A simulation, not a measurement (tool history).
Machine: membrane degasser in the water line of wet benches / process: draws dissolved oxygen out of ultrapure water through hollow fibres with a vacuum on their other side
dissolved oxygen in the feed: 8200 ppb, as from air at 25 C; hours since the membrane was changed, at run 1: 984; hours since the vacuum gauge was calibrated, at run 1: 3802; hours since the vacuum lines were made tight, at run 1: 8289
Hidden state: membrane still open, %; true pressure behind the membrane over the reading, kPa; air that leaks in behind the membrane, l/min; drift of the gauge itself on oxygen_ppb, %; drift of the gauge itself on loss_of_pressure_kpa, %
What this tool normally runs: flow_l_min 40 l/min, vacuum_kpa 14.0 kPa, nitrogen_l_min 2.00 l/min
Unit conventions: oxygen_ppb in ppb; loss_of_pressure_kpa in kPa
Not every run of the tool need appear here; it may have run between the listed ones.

| run | day | flow_l_min | vacuum_kpa | nitrogen_l_min | hours since the membrane was changed | hours since the vacuum gauge was calibrated | hours since the vacuum lines were made tight | oxygen_ppb | loss_of_pressure_kpa |
|---|---|---|---|---|---|---|---|---|---|
| 1 | 0.000 | 40 | 14.0 | 2.00 | 984 | 3802 | 8289 | 477.9 | 68.47 |
| 2 | 1.738 | 40 | 14.0 | 2.00 | 1026 | 3844 | 8331 | 476.1 | 68.59 |
| 3 | 4.429 | 40 | 14.0 | 2.00 | 1090 | 3908 | 8396 | 476.0 | 68.72 |
| 4 | 6.383 | 40 | 14.0 | 2.00 | 1137 | 3955 | 8443 | 477.0 | 68.72 |
| 5 | 8.883 | 40 | 14.0 | 2.00 | 1197 | 4015 | 8503 | 477.3 | 68.26 |
|  | 10.450 | vacuum gauge calibrated |
| 6 | 11.912 | 40 | 14.0 | 2.00 | 1270 | 35 | 8575 | 481.0 | 68.57 |
| 7 | 13.888 | 31 | 14.0 | 3.10 | 1317 | 82 | 8622 | 258.6 | 53.24 |
| 8 | 15.312 | 38 | 12.6 | 0.92 | 1351 | 117 | 8656 | 741.6 | 65.06 |

Run 9, settings as shown, results not yet in. Your forecast:
| 9 | 17.646 | 38 | 12.6 | 0.92 | 1407 | 173 | 8712 | ? | ? |

oxygen_ppb: 749.4 ppb
loss_of_pressure_kpa: 65.49 kPa
Without the tool's hidden state the same run would have given oxygen_ppb 727.0 ppb, loss_of_pressure_kpa 64.93 kPa.

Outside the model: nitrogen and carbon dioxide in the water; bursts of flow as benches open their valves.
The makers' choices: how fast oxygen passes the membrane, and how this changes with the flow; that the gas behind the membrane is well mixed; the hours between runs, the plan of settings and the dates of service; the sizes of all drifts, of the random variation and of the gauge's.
